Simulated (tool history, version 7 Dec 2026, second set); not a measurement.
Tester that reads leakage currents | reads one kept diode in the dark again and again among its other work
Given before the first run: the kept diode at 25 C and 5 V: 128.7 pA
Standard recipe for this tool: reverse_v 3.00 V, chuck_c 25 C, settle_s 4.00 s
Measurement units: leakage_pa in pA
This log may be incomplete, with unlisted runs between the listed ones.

run 1 day=0.000 | reverse_v=3.00 chuck_c=25 settle_s=4.00 | leakage_pa=114.01
run 2 day=1.625 | reverse_v=3.00 chuck_c=25 settle_s=4.00 | leakage_pa=114.20
run 3 day=2.592 | reverse_v=3.00 chuck_c=25 settle_s=0.37 | leakage_pa=117.44
run 4 day=4.421 | reverse_v=3.00 chuck_c=25 settle_s=0.96 | leakage_pa=115.49
run 5 day=5.779 | reverse_v=3.00 chuck_c=25 settle_s=4.00 | leakage_pa=115.61
run 6 day=6.642 | reverse_v=3.00 chuck_c=25 settle_s=4.00 | leakage_pa=115.46
run 7 day=7.846 | reverse_v=3.00 chuck_c=52 settle_s=4.00 | leakage_pa=1172.84
run 8 day=9.633 | reverse_v=3.00 chuck_c=49 settle_s=4.00 | leakage_pa=927.59
-- day=10.438 probe card cleaned and baked
run 9 day=10.938 | reverse_v=3.00 chuck_c=25 settle_s=4.00 | leakage_pa=108.37
-- day=11.379 chuck's temperature calibrated
run 10 day=12.829 | reverse_v=3.00 chuck_c=25 settle_s=4.00 | leakage_pa=94.16
run 11 day=13.671 | reverse_v=3.00 chuck_c=25 settle_s=5.44 | leakage_pa=94.47
run 12 day=14.904 | reverse_v=3.00 chuck_c=25 settle_s=2.91 | leakage_pa=95.26
run 13 day=15.842 | reverse_v=3.00 chuck_c=25 settle_s=2.91 | leakage_pa=94.96
run 14 day=17.188 | reverse_v=3.00 chuck_c=25 settle_s=4.00 | leakage_pa=95.18
run 15 day=18.608 | reverse_v=3.00 chuck_c=35 settle_s=4.00 | leakage_pa=242.03
run 16 day=20.138 | reverse_v=3.00 chuck_c=35 settle_s=4.00 | leakage_pa=242.91
run 17 day=21.796 | reverse_v=3.00 chuck_c=35 settle_s=4.00 | leakage_pa=244.75
run 18 day=22.721 | reverse_v=3.00 chuck_c=35 settle_s=4.00 | leakage_pa=242.94
run 19 day=24.496 | reverse_v=3.00 chuck_c=45 settle_s=2.73 | leakage_pa=590.24
run 20 day=25.558 | reverse_v=3.00 chuck_c=40 settle_s=4.00 | leakage_pa=380.82
run 21 day=26.746 | reverse_v=3.00 chuck_c=40 settle_s=4.00 | leakage_pa=383.41
run 22 day=28.167 | reverse_v=1.23 chuck_c=33 settle_s=4.45 | leakage_pa=121.25
run 23 day=29.142 | reverse_v=1.33 chuck_c=40 settle_s=1.04 | leakage_pa=238.61
run 24 day=30.204 | reverse_v=1.33 chuck_c=40 settle_s=1.04 | leakage_pa=240.83
run 25 day=30.958 | reverse_v=1.33 chuck_c=40 settle_s=1.04 | leakage_pa=239.45
run 26 day=32.338 | reverse_v=1.86 chuck_c=33 settle_s=1.04 | leakage_pa=155.46
run 27 day=33.479 | reverse_v=1.61 chuck_c=51 settle_s=4.00 | leakage_pa=679.25
run 28 day=34.808 | reverse_v=1.28 chuck_c=25 settle_s=0.65 | leakage_pa=60.02
run 29 day=35.583 | reverse_v=4.24 chuck_c=26 settle_s=1.93 | leakage_pa=132.44
run 30 day=36.775 | reverse_v=4.24 chuck_c=26 settle_s=1.93 | leakage_pa=132.75
run 31 day=38.271 | reverse_v=7.89 chuck_c=48 settle_s=3.83 | leakage_pa=1342.55
run 32 day=39.062 | reverse_v=3.00 chuck_c=27 settle_s=1.05 | leakage_pa=120.32
run 33 day=40.896 | reverse_v=5.58 chuck_c=27 settle_s=0.32 | leakage_pa=178.53
run 34 day=42.212 | reverse_v=2.74 chuck_c=25 settle_s=4.00 | leakage_pa=93.74
run 35 day=43.808 | reverse_v=10.38 chuck_c=25 settle_s=0.59 | leakage_pa=211.99
run 36 day=44.983 | reverse_v=10.38 chuck_c=25 settle_s=0.59 | leakage_pa=213.84

The same runs without the tool's hidden state, with the same run-to-run variation:
The hidden state here: stray current of the dirty probe card, pA a volt; current scale over the true one, %; true chuck temperature over the reading, C; drift of the gauge itself on leakage_pa, %.
run=1 leakage_pa=95.94
run=2 leakage_pa=95.85
run=3 leakage_pa=98.90
run=4 leakage_pa=96.71
run=5 leakage_pa=96.43
run=6 leakage_pa=96.18
run=7 leakage_pa=1053.93
run=8 leakage_pa=828.93
run=9 leakage_pa=95.70
run=10 leakage_pa=95.71
run=11 leakage_pa=95.89
run=12 leakage_pa=96.50
run=13 leakage_pa=96.05
run=14 leakage_pa=96.06
run=15 leakage_pa=244.18
run=16 leakage_pa=244.58
run=17 leakage_pa=245.85
run=18 leakage_pa=243.73
run=19 leakage_pa=591.79
run=20 leakage_pa=381.08
run=21 leakage_pa=383.11
run=22 leakage_pa=120.82
run=23 leakage_pa=237.87
run=24 leakage_pa=239.77
run=25 leakage_pa=238.17
run=26 leakage_pa=153.99
run=27 leakage_pa=675.04
run=28 leakage_pa=59.02
run=29 leakage_pa=129.56
run=30 leakage_pa=129.63
run=31 leakage_pa=1325.41
run=32 leakage_pa=117.41
run=33 leakage_pa=173.32
run=34 leakage_pa=90.79
run=35 leakage_pa=202.94
run=36 leakage_pa=204.26
